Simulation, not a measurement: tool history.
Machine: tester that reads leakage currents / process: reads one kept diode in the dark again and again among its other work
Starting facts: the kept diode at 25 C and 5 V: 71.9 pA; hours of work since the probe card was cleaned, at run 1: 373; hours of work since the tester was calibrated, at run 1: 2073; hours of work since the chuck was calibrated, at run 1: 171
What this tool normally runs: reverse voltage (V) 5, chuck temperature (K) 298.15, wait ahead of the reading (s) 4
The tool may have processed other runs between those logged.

run    hour  reverse voltage (V)  chuck temperature (K)  wait ahead of the reading (s)  hours of work since the probe card was cleaned  hours of work since the tester was calibrated  hours of work since the chuck was calibrated  current that the tester gives (pA)
  1       0                    5                 298.15                              4                                             373                                           2073                                           171                               75.24
  2    66.2                    5                 298.15                              4                                             425                                           2125                                           223                               76.37
  3   145.6                    5                 298.15                              4                                             487                                           2187                                           285                               77.77
  4   211.7                    5                 298.15                              4                                             539                                           2239                                           337                               78.13
  5   275.7                    5                 298.15                              4                                             589                                           2289                                           387                               79.54
  6   362.2                    5                 298.15                              4                                             657                                           2357                                           455                               80.29
  7   411.4                    5                 298.15                              4                                             696                                           2395                                           494                               81.09
  8   455.1                    5                 298.15                              4                                             730                                           2430                                           528                                81.9
      494.4  -- chuck's temperature calibrated
  9     544                    5                 298.15                              4                                             798                                           2498                                            39                               73.15
 10   590.5                    5                 298.15                              4                                             834                                           2534                                            75                               74.03
 11   678.9                    5                 298.15                              4                                             904                                           2603                                           145                               75.25
 12   727.3                    5                 298.15                              4                                             942                                           2641                                           182                               75.45
 13   806.2                    5                 298.15                              4                                            1003                                           2703                                           244                                  77
 14   855.7                    5                 298.15                              4                                            1042                                           2742                                           283                               77.95
 15   953.9                    5                 298.15                              4                                            1119                                           2819                                           360                               79.27
 16  1028.7                    5                 298.15                              4                                            1178                                           2877                                           419                               80.19
 17    1101                    5                 298.15                            9.9                                            1234                                           2934                                           475                               81.24
 18  1185.8                    5                 298.15                            9.9                                            1301                                           3001                                           542                               82.18
       1209  -- chuck's temperature calibrated
 19  1282.5                    5                 298.15                            9.9                                            1375                                           3075                                            58                               73.28
 20    1341                    5                 298.15                            9.9                                            1421                                           3121                                           103                               74.06
 21  1421.3                    5                 298.15                           0.69                                            1484                                           3183                                           166                                77.4
 22    1513                    5                 298.15                           0.69                                            1555                                           3255                                           238                               78.12
 23  1593.2                    5                 298.15                           0.69                                            1618                                           3318                                           301                               79.83
 24  1654.1                    5                 298.15                           0.69                                            1666                                           3366                                           349                               80.98
 25  1741.8                    5                 298.15                           0.69                                            1735                                           3435                                           417                               81.66
 26  1787.4                 9.28                 298.15                            0.9                                            1771                                           3470                                           453                              103.44
 27  1840.9                13.13                 298.15                           0.43                                            1812                                           3512                                           495                              123.91
 28  1897.4                 1.03                 298.15                           1.73                                            1857                                           3556                                           539                               48.35
     1919.8  -- chuck's temperature calibrated
 29  1998.3                    5                 309.15                           5.18                                            1934                                           3634                                            62                              191.57
 30  2088.8                    5                 309.15                           5.18                                            2005                                           3705                                           132                              194.56
 31    2130                    5                 309.15                           5.18                                            2037                                           3737                                           165                              196.04
 32  2217.5                    5                 309.15                           5.18                                            2106                                           3806                                           233                              197.27
 33  2263.9                 2.05                 298.15                           3.43                                            2142                                           3842                                           270                               58.13
 34  2337.4                 4.93                 298.15                           2.31                                            2200                                           3900                                           327                                80.5
 35  2430.5                 4.93                 298.15                           2.31                                            2273                                           3973                                           400                               81.55
 36  2518.3                 4.93                 298.15                           2.31                                            2341                                           4041                                           469                               82.91
 37  2573.8                 4.93                 298.15                           2.31                                            2385                                           4085                                           512                               83.32
 38  2622.7                 4.93                 298.15                           4.55                                            2423                                           4123                                           551                               83.99
     2631.4  -- tester calibrated
     2633.4  -- chuck's temperature calibrated
 39  2726.2                    5                 298.15                           6.67                                            2501                                             73                                            73                               79.66
 40  2792.8                    5                 298.15                           6.67                                            2553                                            125                                           125                               80.26
 41  2856.2                    5                 298.15                           6.67                                            2603                                            175                                           175                               81.75

Each row is a separate what-if for the run after 41, all from the same tool condition, not one after another. Results?
  A  2918                17.68                 310.15                           0.57                                            2652                                            223                                           223                                   ?
  B  2918                 2.15                 298.15                              4                                            2652                                            223                                           223                                   ?
  C  2918                 2.84                 299.15                              4                                            2652                                            223                                           223                                   ?

run  current that the tester gives (pA)
  A                               353.5
  B                               61.16
  C                               73.49
The same runs, with their run-to-run variation unchanged, on a tool lacking any hidden condition would have given:
run  current that the tester gives (pA)
  A                              315.61
  B                               55.26
  C                               66.14
